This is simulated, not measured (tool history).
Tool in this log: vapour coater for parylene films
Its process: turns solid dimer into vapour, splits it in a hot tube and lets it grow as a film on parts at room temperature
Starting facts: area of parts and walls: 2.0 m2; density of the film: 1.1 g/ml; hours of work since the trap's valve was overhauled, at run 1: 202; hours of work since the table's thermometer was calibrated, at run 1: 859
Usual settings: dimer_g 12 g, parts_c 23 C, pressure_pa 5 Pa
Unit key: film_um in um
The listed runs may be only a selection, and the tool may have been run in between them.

run,day,dimer_g,parts_c,pressure_pa,hours of work since the trap's valve was overhauled,hours of work since the table's thermometer was calibrated,film_um
1,0,12,23,5,202,859,3.96
2,1.342,12,23,5,225,883,3.95
3,2.696,12,23,6.28,249,906,3.77
4,3.821,12,23,6.28,269,926,3.83
5,5.196,12,20,5,293,950,4.14
6,6.588,12,20,5,318,975,4.09
# day 6.879: trap's valve overhauled
7,7.608,12,23,5,13,990,3.62
8,8.742,12,23,5,33,1010,3.63
9,10.212,12,23,5,59,1036,3.65
# day 10.971: trap's valve overhauled, once more
10,11.112,12,23,5,2,1049,4.18
11,12.379,12,23,5,25,1071,4.13
12,13.792,19,16,5,50,1096,7.42
13,14.883,19,16,5,69,1115,7.33
14,16.283,8,16,6.84,94,1140,2.99
15,17.117,8,16,6.84,108,1154,2.97
16,18.204,8,21,6.85,127,1174,2.62
17,19.746,12,19,2.29,154,1201,4.77
18,21.2,9,23,11.97,180,1226,2.56
19,22.929,9,23,11.97,211,1257,2.62
20,23.646,16,28,6.26,223,1269,4.57

Branching from run 20: 3 alternative next runs. What would each branch give?
A,25.4,8,20,5.6,254,1300,?
B,25.4,7,28,9.04,254,1300,?
C,25.4,10,21,4.11,254,1300,?

run,film_um
A,2.68
B,1.91
C,3.45
What these runs would have given with no unlogged condition in the tool:
run,film_um
A,2.97
B,2.11
C,3.82
